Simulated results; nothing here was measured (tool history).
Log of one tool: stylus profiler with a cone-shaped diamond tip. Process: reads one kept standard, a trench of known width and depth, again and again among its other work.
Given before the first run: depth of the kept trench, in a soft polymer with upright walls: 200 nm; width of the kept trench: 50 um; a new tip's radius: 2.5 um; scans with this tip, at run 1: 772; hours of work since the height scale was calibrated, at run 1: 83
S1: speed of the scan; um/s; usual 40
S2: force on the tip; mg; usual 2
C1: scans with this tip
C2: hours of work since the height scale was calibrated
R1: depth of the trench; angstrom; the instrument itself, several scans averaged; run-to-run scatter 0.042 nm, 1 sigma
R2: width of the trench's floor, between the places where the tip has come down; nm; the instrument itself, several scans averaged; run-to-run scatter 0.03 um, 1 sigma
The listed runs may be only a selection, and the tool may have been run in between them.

run,hour,S1,S2,C1,C2,R1,R2
1,0,40,2,772,83,2019.4,47800
2,10.1,40,2,839,91,2019.3,47830
3,24.8,29,2,936,101,2019.9,47870
4,32.9,29,2,989,107,2020,47890
5,41.4,29,2,1045,113,2020.8,47900
6,56.9,29,2,1147,124,2019.6,47880
7,65.7,29,2,1205,130,2020.2,47910
8,76.7,40,2,1278,138,2019.6,47840
9,89.3,40,2,1361,147,2019.9,47900
10,96.3,40,2,1407,152,2019.2,47840
11,109.2,40,2,1492,161,2020.5,47830
12,125.8,40,2,1602,173,2020.1,47810
13,136,40,2,1669,180,2020,47800
14,143.7,40,2,1720,186,2020.8,47790
15,159.2,40,2,1822,197,2020,47740
16,173.5,40,2.69,1916,207,2024.9,47840
17,187.3,40,2.69,2008,217,2024.4,47840
18,203.1,40,2,2111,228,2020.8,47850
19,211.1,40,2,2164,234,2020.1,47800
20,222.5,40,2,2239,242,2020.4,47790
21,233.2,59,2,2310,250,2020.4,47700
22,246.4,59,2,2397,259,2021.4,47720
23,261.7,40,2,2498,270,2020.5,47800
24,271.5,40,1.77,2562,277,2019.1,47770
25,281.2,40,1.77,2626,284,2019.3,47740
26,293.1,59,0.92,2705,293,2011.9,47660
27,304.1,23,2.05,2778,300,2021.3,47850
28,312.3,23,2.05,2832,306,2021,47850
29,321.9,93,0.72,2895,313,2010.1,47360
30,338.2,32,1.09,3002,325,2014,47810
31,353.8,156,1.09,3106,336,2013,47230
32,369.2,156,1.09,3207,347,2014.4,47140
33,381.6,40,4.33,3289,356,2034.5,47780
34,395.8,106,2.42,3382,366,2023,47560
35,406.8,40,1.14,3455,374,2013.9,47710
36,415.9,27,1.85,3515,380,2019.8,47840
37,426.4,152,1.85,3584,388,2019.2,47330
38,434.3,24,1,3636,393,2013.7,47750
39,451.5,85,1.03,3750,405,2014.8,47460
40,459.9,85,1.03,3805,411,2013.2,47500
41,471.3,25,2.6,3880,420,2025.3,47870
42,487.8,25,2.6,3989,431,2025,47780
43,502.1,25,2.6,4083,442,2025.6,47880
44,516,25,2.6,4175,451,2025.2,47800
45,530.3,21,1.91,4270,462,2021.4,47810
46,539.3,21,1.91,4329,468,2020.6,47760

Predict each of these 4 candidate next runs independently; none follows another, all start after run 46:
A,549.1,73,2.31,4393,475,?,?
B,549.1,75,5.01,4393,475,?,?
C,549.1,45,0.7,4393,475,?,?
D,549.1,48,3.29,4393,475,?,?

run,R1,R2
A,2023.5,47640
B,2039.1,47710
C,2011.5,47560
D,2029.4,47780
Without the tool's hidden state the same runs would have given:
run,R1,R2
A,2022.8,47800
B,2038.4,47870
C,2010.8,47720
D,2028.6,47940

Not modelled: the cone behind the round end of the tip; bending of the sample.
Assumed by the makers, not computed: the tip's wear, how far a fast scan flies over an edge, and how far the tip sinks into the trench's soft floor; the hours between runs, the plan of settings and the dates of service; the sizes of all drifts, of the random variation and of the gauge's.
